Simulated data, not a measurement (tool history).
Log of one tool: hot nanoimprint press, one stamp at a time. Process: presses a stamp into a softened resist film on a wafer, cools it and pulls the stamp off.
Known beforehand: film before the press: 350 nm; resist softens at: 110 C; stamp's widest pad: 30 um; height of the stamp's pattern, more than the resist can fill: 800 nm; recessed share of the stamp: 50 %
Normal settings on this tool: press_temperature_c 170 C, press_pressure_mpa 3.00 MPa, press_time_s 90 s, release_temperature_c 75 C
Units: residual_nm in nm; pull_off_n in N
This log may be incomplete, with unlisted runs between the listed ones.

Run 1, hour 0.0: usual settings. Result: residual_nm 179.6 nm, pull_off_n 153 N.
Run 2, hour 7.5: usual settings. Result: residual_nm 179.7 nm, pull_off_n 154 N.
Run 3, hour 12.4: usual settings. Result: residual_nm 178.9 nm, pull_off_n 154 N.
Run 4, hour 17.7: usual settings. Result: residual_nm 179.4 nm, pull_off_n 157 N.
Run 5, hour 24.4: usual settings. Result: residual_nm 179.4 nm, pull_off_n 157 N.
Run 6, hour 31.8: usual settings. Result: residual_nm 179.5 nm, pull_off_n 167 N.
Run 7, hour 36.6: usual settings. Result: residual_nm 179.7 nm, pull_off_n 169 N.
Run 8, hour 46.6: usual settings. Result: residual_nm 179.7 nm, pull_off_n 164 N.
Run 9, hour 55.8: usual settings. Result: residual_nm 180.6 nm, pull_off_n 173 N.
Run 10, hour 63.4: usual settings but press_temperature_c 176 C. Result: residual_nm 131.8 nm, pull_off_n 178 N.
Run 11, hour 71.4: usual settings but press_pressure_mpa 2.46 MPa. Result: residual_nm 197.4 nm, pull_off_n 174 N.
Run 12, hour 78.4: usual settings but press_pressure_mpa 2.46 MPa. Result: residual_nm 196.1 nm, pull_off_n 176 N.
Run 13, hour 83.2: usual settings but press_temperature_c 161 C. Result: residual_nm 267.0 nm, pull_off_n 187 N.
Run 14, hour 93.2: usual settings but press_temperature_c 161 C, press_pressure_mpa 2.73 MPa, release_temperature_c 61 C. Result: residual_nm 275.0 nm, pull_off_n 202 N.
Run 15, hour 102.4: usual settings but press_temperature_c 168 C, press_pressure_mpa 2.73 MPa, press_time_s 106 s, release_temperature_c 61 C. Result: residual_nm 197.7 nm, pull_off_n 204 N.
Run 16, hour 108.3: usual settings but press_temperature_c 168 C, press_pressure_mpa 2.73 MPa, press_time_s 106 s, release_temperature_c 61 C. Result: residual_nm 197.6 nm, pull_off_n 210 N.
Run 17, hour 116.4: usual settings but press_pressure_mpa 2.73 MPa, press_time_s 106 s, release_temperature_c 66 C. Result: residual_nm 179.3 nm, pull_off_n 211 N.
Run 18, hour 125.4: usual settings but press_pressure_mpa 2.73 MPa, press_time_s 106 s, release_temperature_c 66 C. Result: residual_nm 178.8 nm, pull_off_n 210 N.
Run 19, hour 135.3: usual settings but press_pressure_mpa 2.73 MPa, press_time_s 106 s, release_temperature_c 66 C. Result: residual_nm 179.5 nm, pull_off_n 210 N.
Run 20, hour 142.0: usual settings but press_temperature_c 181 C, press_time_s 118 s, release_temperature_c 76 C. Result: residual_nm 92.6 nm, pull_off_n 197 N.
Run 21, hour 150.2: usual settings but press_temperature_c 180 C, press_pressure_mpa 4.38 MPa, press_time_s 118 s, release_temperature_c 76 C. Result: residual_nm 79.4 nm, pull_off_n 193 N.
Run 22, hour 157.9: usual settings but press_temperature_c 174 C, press_pressure_mpa 4.38 MPa, press_time_s 118 s, release_temperature_c 61 C. Result: residual_nm 110.0 nm, pull_off_n 235 N.
Run 23, hour 168.0: usual settings but press_time_s 100 s. Result: residual_nm 175.8 nm, pull_off_n 207 N.
Run 24, hour 175.0: usual settings but press_temperature_c 160 C, press_pressure_mpa 2.12 MPa, press_time_s 49 s. Result: residual_nm 319.2 nm, pull_off_n 212 N.
Run 25, hour 180.6: usual settings but press_temperature_c 174 C, press_pressure_mpa 3.08 MPa, press_time_s 97 s, release_temperature_c 73 C. Result: residual_nm 142.2 nm, pull_off_n 212 N.

3 options for the next run, each taken on its own from the tool as it stands now. Forecast them:
Run A, hour 185.6: usual settings but press_temperature_c 174 C, press_pressure_mpa 2.23 MPa, press_time_s 97 s, release_temperature_c 73 C. Result: residual_nm ?, pull_off_n ?.
Run B, hour 185.6: usual settings but press_temperature_c 174 C, press_pressure_mpa 4.12 MPa, press_time_s 97 s, release_temperature_c 77 C. Result: residual_nm ?, pull_off_n ?.
Run C, hour 185.6: usual settings but press_temperature_c 174 C, press_pressure_mpa 3.24 MPa, press_time_s 160 s, release_temperature_c 64 C. Result: residual_nm ?, pull_off_n ?.

run  residual_nm  pull_off_n
  A        166.8         208
  B        123.2         210
  C        114.3         246
Without the tool's unlogged condition, the same runs would have read:
run  residual_nm  pull_off_n
  A        161.2         139
  B        118.3         141
  C        109.8         165

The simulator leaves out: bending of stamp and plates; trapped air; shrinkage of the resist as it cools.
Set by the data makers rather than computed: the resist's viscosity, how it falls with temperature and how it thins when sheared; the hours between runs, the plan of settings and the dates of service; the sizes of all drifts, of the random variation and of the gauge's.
